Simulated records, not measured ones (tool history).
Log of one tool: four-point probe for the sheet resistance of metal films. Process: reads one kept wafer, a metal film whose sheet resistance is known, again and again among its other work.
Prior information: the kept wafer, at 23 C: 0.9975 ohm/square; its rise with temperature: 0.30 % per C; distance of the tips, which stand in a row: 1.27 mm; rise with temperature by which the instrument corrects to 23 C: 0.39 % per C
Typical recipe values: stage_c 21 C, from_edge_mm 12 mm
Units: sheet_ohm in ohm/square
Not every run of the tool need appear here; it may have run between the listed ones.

run	day	stage_c	from_edge_mm	sheet_ohm
1	0.000	21	12	1.005440
2	0.333	21	12	1.005272
3	0.871	28	12	0.999189
4	1.500	28	12	0.999498
5	1.921	28	12	0.998836
6	2.433	28	12	0.998764
7	3.062	28	12	0.999233
8	3.483	28	12	0.999434
9	3.946	28	12	0.999271
10	4.388	28	12	0.999224
11	4.808	28	12	0.999353
12	5.075	28	12	0.999035
13	5.417	28	12	0.999061
14	5.708	22	22	1.000243
15	6.333	30	20	0.993793
16	6.842	30	20	0.993806
17	7.496	34	20	0.990442
18	7.883	34	20	0.990488
19	8.317	34	6	1.011412
20	8.838	18	37	1.002395
21	9.200	18	37	1.002589
22	9.642	18	37	1.002585
23	10.050	18	37	1.002940

3 options for the next run, each taken on its own from the tool as it stands now. Forecast them:
A	10.508	22	7	?
B	10.508	18	34	?
C	10.508	26	37	?

run	sheet_ohm
A	1.015944
B	1.002753
C	0.995166
Without the tool's hidden state the same runs would have given:
run	sheet_ohm
A	1.015919
B	1.002728
C	0.995141

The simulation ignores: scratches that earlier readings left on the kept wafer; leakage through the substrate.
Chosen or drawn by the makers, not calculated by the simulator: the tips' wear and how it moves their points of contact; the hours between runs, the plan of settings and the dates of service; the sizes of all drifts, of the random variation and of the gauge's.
